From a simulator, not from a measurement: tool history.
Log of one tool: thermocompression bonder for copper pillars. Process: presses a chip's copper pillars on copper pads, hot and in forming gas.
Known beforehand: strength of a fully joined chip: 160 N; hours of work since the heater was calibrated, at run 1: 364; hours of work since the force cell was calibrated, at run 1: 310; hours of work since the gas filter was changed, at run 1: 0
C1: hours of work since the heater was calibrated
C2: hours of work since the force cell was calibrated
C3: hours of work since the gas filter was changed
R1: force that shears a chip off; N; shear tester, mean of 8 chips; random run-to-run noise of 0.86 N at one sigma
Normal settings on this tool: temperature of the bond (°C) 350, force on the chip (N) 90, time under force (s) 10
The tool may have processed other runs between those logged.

Run 1, hour 0: usual settings; C1 364; C2 310; C3 0. Result: R1 73.4 N.
Run 2, hour 25.2: usual settings but temperature of the bond (°C) 339; C1 376; C2 322; C3 13. Result: R1 65.1 N.
Run 3, hour 51.9: usual settings but temperature of the bond (°C) 339; C1 389; C2 336; C3 26. Result: R1 63.4 N.
Run 4, hour 77.3: usual settings but temperature of the bond (°C) 339; C1 402; C2 348; C3 38. Result: R1 65.2 N.
Run 5, hour 98: usual settings but temperature of the bond (°C) 339; C1 412; C2 358; C3 49. Result: R1 62.6 N.
Run 6, hour 131.2: usual settings; C1 429; C2 375; C3 65. Result: R1 73.8 N.
Run 7, hour 167.8: usual settings; C1 447; C2 393; C3 84. Result: R1 73.6 N.
Run 8, hour 199.3: usual settings but force on the chip (N) 61; C1 463; C2 409; C3 99. Result: R1 50 N.
Run 9, hour 214.1: usual settings; C1 470; C2 416; C3 107. Result: R1 72.7 N.
Run 10, hour 240.6: usual settings but temperature of the bond (°C) 362; C1 483; C2 429; C3 120. Result: R1 82 N.
Run 11, hour 274: usual settings but time under force (s) 9; C1 500; C2 446; C3 136. Result: R1 71 N.
Run 12, hour 304.3: usual settings but time under force (s) 9; C1 515; C2 461; C3 151. Result: R1 68.2 N.
Run 13, hour 322.5: usual settings; C1 524; C2 470; C3 160. Result: R1 73.8 N.
Run 14, hour 351.9: usual settings; C1 539; C2 485; C3 175. Result: R1 74.2 N.
Run 15, hour 369.5: usual settings but temperature of the bond (°C) 335; C1 547; C2 494; C3 184. Result: R1 61.5 N.
Run 16, hour 392.1: usual settings but temperature of the bond (°C) 328; C1 559; C2 505; C3 195. Result: R1 56.8 N.
Run 17, hour 422: usual settings; C1 574; C2 520; C3 210. Result: R1 75.2 N.
Run 18, hour 444.2: usual settings; C1 585; C2 531; C3 221. Result: R1 74.5 N.
Run 19, hour 462.6: usual settings but temperature of the bond (°C) 346; C1 594; C2 540; C3 230. Result: R1 69.8 N.
Run 20, hour 495.2: usual settings but temperature of the bond (°C) 346; C1 610; C2 556; C3 246. Result: R1 68.9 N.
Run 21, hour 518.5: usual settings but temperature of the bond (°C) 337, force on the chip (N) 63, time under force (s) 12; C1 622; C2 568; C3 258. Result: R1 46.3 N.
Run 22, hour 552.3: usual settings but temperature of the bond (°C) 337, force on the chip (N) 63, time under force (s) 12; C1 638; C2 585; C3 275. Result: R1 46.8 N.
Run 23, hour 568.4: usual settings but temperature of the bond (°C) 333, force on the chip (N) 96, time under force (s) 12; C1 646; C2 593; C3 283. Result: R1 68 N.
Run 24, hour 587.7: usual settings but temperature of the bond (°C) 333, force on the chip (N) 96, time under force (s) 12; C1 656; C2 602; C3 292. Result: R1 68.8 N.
Run 25, hour 606.7: usual settings but temperature of the bond (°C) 353, force on the chip (N) 116, time under force (s) 12; C1 666; C2 612; C3 302. Result: R1 98.9 N.
Run 26, hour 638.8: usual settings but temperature of the bond (°C) 353, force on the chip (N) 64, time under force (s) 5; C1 681; C2 628; C3 318. Result: R1 40.9 N.
Run 27, hour 664.7: usual settings but temperature of the bond (°C) 374, force on the chip (N) 70, time under force (s) 5; C1 694; C2 640; C3 331. Result: R1 58.9 N.
At hour 672.3: heater calibrated with a thermocouple chip.
At hour 690.8: forming gas filter changed.
Run 28, hour 693.3: usual settings but temperature of the bond (°C) 374, force on the chip (N) 121, time under force (s) 9; C1 10; C2 653; C3 1. Result: R1 106 N.
Run 29, hour 717.6: usual settings but temperature of the bond (°C) 334, force on the chip (N) 91; C1 22; C2 666; C3 13. Result: R1 55.8 N.
Run 30, hour 735.5: usual settings but temperature of the bond (°C) 346, force on the chip (N) 63, time under force (s) 20; C1 31; C2 674; C3 22. Result: R1 59.2 N.
Run 31, hour 765.4: usual settings but temperature of the bond (°C) 358, force on the chip (N) 95; C1 46; C2 689; C3 37. Result: R1 79.1 N.
Run 32, hour 798.3: usual settings but temperature of the bond (°C) 354, force on the chip (N) 56, time under force (s) 23; C1 62; C2 706; C3 54. Result: R1 61 N.
Run 33, hour 824.1: usual settings but temperature of the bond (°C) 338, force on the chip (N) 89, time under force (s) 20; C1 75; C2 719; C3 66. Result: R1 75.1 N.
Run 34, hour 855.3: usual settings but temperature of the bond (°C) 369, force on the chip (N) 89, time under force (s) 5; C1 91; C2 734; C3 82. Result: R1 64.9 N.
Run 35, hour 874.3: usual settings but temperature of the bond (°C) 369, force on the chip (N) 89, time under force (s) 22; C1 100; C2 744; C3 91. Result: R1 105.8 N.
Run 36, hour 894.5: usual settings but temperature of the bond (°C) 373, force on the chip (N) 73; C1 110; C2 754; C3 101. Result: R1 71.2 N.
Run 37, hour 915.6: usual settings but temperature of the bond (°C) 370, force on the chip (N) 57, time under force (s) 24; C1 121; C2 764; C3 112. Result: R1 76.3 N.
Run 38, hour 943.7: usual settings but temperature of the bond (°C) 370, force on the chip (N) 57, time under force (s) 24; C1 135; C2 778; C3 126. Result: R1 76.7 N.
Run 39, hour 966.8: usual settings but temperature of the bond (°C) 379, force on the chip (N) 129, time under force (s) 22; C1 146; C2 790; C3 137. Result: R1 136.1 N.

Consider 3 possible next runs. They are alternatives, not a sequence: every one starts from the tool as it was left by run 39. What does each give?
Run A, hour 1002.4: usual settings but temperature of the bond (°C) 333, force on the chip (N) 57, time under force (s) 7; C1 164; C2 807; C3 155. Result: R1 ?.
Run B, hour 1002.4: usual settings but temperature of the bond (°C) 374, force on the chip (N) 113, time under force (s) 26; C1 164; C2 807; C3 155. Result: R1 ?.
Run C, hour 1002.4: usual settings but temperature of the bond (°C) 379, force on the chip (N) 60, time under force (s) 20; C1 164; C2 807; C3 155. Result: R1 ?.

run     R1
  A   28.6
  B  129.6
  C   83.2
Without the tool's hidden state the same runs would have given:
run     R1
  A   29.2
  B  132.6
  C   85.2
